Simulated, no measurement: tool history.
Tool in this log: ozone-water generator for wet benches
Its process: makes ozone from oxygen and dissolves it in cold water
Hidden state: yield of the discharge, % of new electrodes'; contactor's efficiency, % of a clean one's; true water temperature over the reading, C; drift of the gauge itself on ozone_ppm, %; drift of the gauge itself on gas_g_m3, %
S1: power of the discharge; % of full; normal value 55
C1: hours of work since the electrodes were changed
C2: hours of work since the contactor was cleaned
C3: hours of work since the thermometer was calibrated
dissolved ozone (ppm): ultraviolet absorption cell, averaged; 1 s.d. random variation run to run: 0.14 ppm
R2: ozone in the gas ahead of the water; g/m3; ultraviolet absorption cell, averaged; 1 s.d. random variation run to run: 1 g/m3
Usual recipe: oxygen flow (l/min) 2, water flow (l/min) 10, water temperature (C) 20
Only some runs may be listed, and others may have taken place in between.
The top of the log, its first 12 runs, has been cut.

{"day": 80.575, "done": "contactor cleaned, once more"}
{"run": 13, "day": 80.954, "S1": 55, "oxygen flow (l/min)": 2, "water flow (l/min)": 10, "water temperature (C)": 20, "C1": 3867, "C2": 7, "C3": 1632, "dissolved ozone (ppm)": 16.6, "R2": 177.7}
{"run": 14, "day": 87.138, "S1": 55, "oxygen flow (l/min)": 2, "water flow (l/min)": 10, "water temperature (C)": 20, "C1": 3984, "C2": 124, "C3": 1749, "dissolved ozone (ppm)": 16.9, "R2": 179.4}
{"run": 15, "day": 95.525, "S1": 55, "oxygen flow (l/min)": 2, "water flow (l/min)": 9, "water temperature (C)": 20, "C1": 4143, "C2": 283, "C3": 1908, "dissolved ozone (ppm)": 18.1, "R2": 177.1}
{"run": 16, "day": 101.158, "S1": 55, "oxygen flow (l/min)": 2, "water flow (l/min)": 9, "water temperature (C)": 20, "C1": 4250, "C2": 390, "C3": 2015, "dissolved ozone (ppm)": 18.1, "R2": 176.3}
{"run": 17, "day": 109.696, "S1": 52, "oxygen flow (l/min)": 1.46, "water flow (l/min)": 10, "water temperature (C)": 16, "C1": 4411, "C2": 551, "C3": 2177, "dissolved ozone (ppm)": 15.6, "R2": 192}
{"run": 18, "day": 113.712, "S1": 49, "oxygen flow (l/min)": 1.98, "water flow (l/min)": 13, "water temperature (C)": 12, "C1": 4487, "C2": 627, "C3": 2253, "dissolved ozone (ppm)": 13.3, "R2": 165.6}
{"run": 19, "day": 122.179, "S1": 49, "oxygen flow (l/min)": 1.98, "water flow (l/min)": 11, "water temperature (C)": 23, "C1": 4648, "C2": 788, "C3": 2413, "dissolved ozone (ppm)": 13.9, "R2": 166.2}
{"run": 20, "day": 126.712, "S1": 42, "oxygen flow (l/min)": 1.7, "water flow (l/min)": 13, "water temperature (C)": 25, "C1": 4734, "C2": 874, "C3": 2499, "dissolved ozone (ppm)": 10.1, "R2": 159.4}
{"run": 21, "day": 132.017, "S1": 51, "oxygen flow (l/min)": 2, "water flow (l/min)": 10, "water temperature (C)": 24, "C1": 4834, "C2": 974, "C3": 2599, "dissolved ozone (ppm)": 14.8, "R2": 168}
{"run": 22, "day": 137.838, "S1": 51, "oxygen flow (l/min)": 2, "water flow (l/min)": 10, "water temperature (C)": 24, "C1": 4944, "C2": 1084, "C3": 2709, "dissolved ozone (ppm)": 14.8, "R2": 167.7}
{"run": 23, "day": 141.908, "S1": 54, "oxygen flow (l/min)": 2, "water flow (l/min)": 10, "water temperature (C)": 20, "C1": 5021, "C2": 1161, "C3": 2786, "dissolved ozone (ppm)": 16.1, "R2": 173.4}
{"run": 24, "day": 148.425, "S1": 54, "oxygen flow (l/min)": 2, "water flow (l/min)": 10, "water temperature (C)": 20, "C1": 5145, "C2": 1285, "C3": 2910, "dissolved ozone (ppm)": 16, "R2": 172.5}
{"run": 25, "day": 152.288, "S1": 55, "oxygen flow (l/min)": 2, "water flow (l/min)": 10, "water temperature (C)": 16, "C1": 5218, "C2": 1358, "C3": 2983, "dissolved ozone (ppm)": 17.2, "R2": 173.9}
{"run": 26, "day": 158.329, "S1": 55, "oxygen flow (l/min)": 2, "water flow (l/min)": 6, "water temperature (C)": 20, "C1": 5332, "C2": 1472, "C3": 3097, "dissolved ozone (ppm)": 23.9, "R2": 177}
{"run": 27, "day": 164.062, "S1": 98, "oxygen flow (l/min)": 2, "water flow (l/min)": 8, "water temperature (C)": 20, "C1": 5441, "C2": 1581, "C3": 3206, "dissolved ozone (ppm)": 27.3, "R2": 245.9}
{"run": 28, "day": 171.138, "S1": 55, "oxygen flow (l/min)": 2.92, "water flow (l/min)": 14, "water temperature (C)": 17, "C1": 5575, "C2": 1715, "C3": 3340, "dissolved ozone (ppm)": 13.8, "R2": 153.2}
{"run": 29, "day": 174.788, "S1": 55, "oxygen flow (l/min)": 2.92, "water flow (l/min)": 14, "water temperature (C)": 17, "C1": 5644, "C2": 1784, "C3": 3409, "dissolved ozone (ppm)": 13.8, "R2": 152}
{"run": 30, "day": 180.179, "S1": 42, "oxygen flow (l/min)": 1.21, "water flow (l/min)": 9, "water temperature (C)": 24, "C1": 5746, "C2": 1886, "C3": 3511, "dissolved ozone (ppm)": 12.6, "R2": 180.8}
{"run": 31, "day": 185.883, "S1": 94, "oxygen flow (l/min)": 1.62, "water flow (l/min)": 10, "water temperature (C)": 19, "C1": 5854, "C2": 1994, "C3": 3619, "dissolved ozone (ppm)": 21, "R2": 255.6}
{"run": 32, "day": 190.038, "S1": 68, "oxygen flow (l/min)": 2, "water flow (l/min)": 11, "water temperature (C)": 22, "C1": 5932, "C2": 2072, "C3": 3698, "dissolved ozone (ppm)": 16.3, "R2": 197.6}

Forecast each of these 5 alternatives for the next run:
{"run": "A", "day": 197.308, "S1": 44, "oxygen flow (l/min)": 2, "water flow (l/min)": 7, "water temperature (C)": 20, "C1": 6070, "C2": 2210, "C3": 3835, "dissolved ozone (ppm)": "?", "R2": "?"}
{"run": "B", "day": 197.308, "S1": 55, "oxygen flow (l/min)": 1.87, "water flow (l/min)": 10, "water temperature (C)": 20, "C1": 6070, "C2": 2210, "C3": 3835, "dissolved ozone (ppm)": "?", "R2": "?"}
{"run": "C", "day": 197.308, "S1": 56, "oxygen flow (l/min)": 1.31, "water flow (l/min)": 8, "water temperature (C)": 22, "C1": 6070, "C2": 2210, "C3": 3835, "dissolved ozone (ppm)": "?", "R2": "?"}
{"run": "D", "day": 197.308, "S1": 55, "oxygen flow (l/min)": 3.2, "water flow (l/min)": 10, "water temperature (C)": 14, "C1": 6070, "C2": 2210, "C3": 3835, "dissolved ozone (ppm)": "?", "R2": "?"}
{"run": "E", "day": 197.308, "S1": 68, "oxygen flow (l/min)": 2.35, "water flow (l/min)": 11, "water temperature (C)": 22, "C1": 6070, "C2": 2210, "C3": 3835, "dissolved ozone (ppm)": "?", "R2": "?"}

run=A dissolved_ozone_(ppm)=18.8 R2=152.4
run=B dissolved_ozone_(ppm)=16.1 R2=177.2
run=C dissolved_ozone_(ppm)=17.4 R2=205.7
run=D dissolved_ozone_(ppm)=19.4 R2=146.3
run=E dissolved_ozone_(ppm)=17 R2=184.8
What these runs would have given with no unlogged condition in the tool:
run=A dissolved_ozone_(ppm)=19.9 R2=159.4
run=B dissolved_ozone_(ppm)=17.2 R2=186.8
run=C dissolved_ozone_(ppm)=18.6 R2=217
run=D dissolved_ozone_(ppm)=20.8 R2=154.2
run=E dissolved_ozone_(ppm)=18.3 R2=196.3

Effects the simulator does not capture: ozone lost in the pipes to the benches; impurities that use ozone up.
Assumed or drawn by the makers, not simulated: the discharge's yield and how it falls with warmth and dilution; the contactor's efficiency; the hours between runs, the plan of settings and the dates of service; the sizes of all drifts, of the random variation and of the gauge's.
